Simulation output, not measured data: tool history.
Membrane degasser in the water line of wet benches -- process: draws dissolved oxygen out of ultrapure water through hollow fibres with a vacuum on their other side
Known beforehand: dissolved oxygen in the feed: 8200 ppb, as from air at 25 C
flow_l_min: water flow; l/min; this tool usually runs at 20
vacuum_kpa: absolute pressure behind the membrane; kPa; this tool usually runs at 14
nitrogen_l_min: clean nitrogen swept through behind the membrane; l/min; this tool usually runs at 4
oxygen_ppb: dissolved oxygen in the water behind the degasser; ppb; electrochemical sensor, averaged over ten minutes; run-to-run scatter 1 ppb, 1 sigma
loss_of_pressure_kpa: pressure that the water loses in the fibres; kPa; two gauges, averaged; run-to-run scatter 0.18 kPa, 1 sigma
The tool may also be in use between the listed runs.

run    hour  flow_l_min  vacuum_kpa  nitrogen_l_min  oxygen_ppb  loss_of_pressure_kpa
  1       0          20          14               4         152                 35.92
  2   122.9          20          14               4         151                 35.46
  3   251.9          20        28.8               4       322.9                 36.03
  4     374          20          14               4       152.6                 35.93
  5   512.8          20          14               4       153.5                 35.98
  6   575.2          20          14               4       152.8                 35.97
  7   713.6          14          14               4       103.5                 24.92
  8   843.6          20          14            4.62       137.3                  35.9
  9   940.1          20          14            4.62       136.6                 35.91
 10  1060.8          20          14               4       154.4                 36.31
 11  1122.8          20          14               4       153.9                  35.9
 12    1238          20          14            2.03       272.3                 35.84
 13    1315          20        26.5            2.03       544.4                 35.94
 14  1426.3          18        26.5            2.03       497.7                 32.41
 15  1563.1          18        26.5            2.03       490.7                 32.63
 16  1641.1          18        26.5            2.03       496.7                 32.53
 17  1762.9          21        15.7            2.03         327                 37.78
 18  1894.2          19        11.8           11.72        53.5                 34.43
 19  2033.3          19        11.8           11.72        54.4                 34.17
 20  2128.2          23          14            1.69         366                 41.03
 21  2196.8          23          14            1.69       365.2                 41.49
 22  2304.2          26        17.5            1.69       515.6                 46.77
 23  2407.9          16        19.1               4       173.3                  28.7
     2436.3  -- seals of the vacuum lines changed
 24  2511.6          26         9.2            1.86         236                 46.86
 25  2586.1          26         9.2            1.86       228.8                 46.71

5 options for the next run, each taken on its own from the tool as it stands now. Forecast them:
  A  2662          20          14            2.61           ?                     ?
  B  2662          20        25.6            5.18           ?                     ?
  C  2662          26        20.1            1.86           ?                     ?
  D  2662          25         8.4            6.28           ?                     ?
  E  2662          26         9.2            3.53           ?                     ?

run  oxygen_ppb  loss_of_pressure_kpa
  A       218.3                 36.12
  B       230.6                 36.24
  C       554.9                 46.79
  D        86.9                  45.5
  E       146.8                 46.95
With no hidden state in the tool, these same runs would have given:
run  oxygen_ppb  loss_of_pressure_kpa
  A       212.1                 35.34
  B         226                 35.45
  C         545                 45.77
  D          81                 44.52
  E       139.2                 45.93
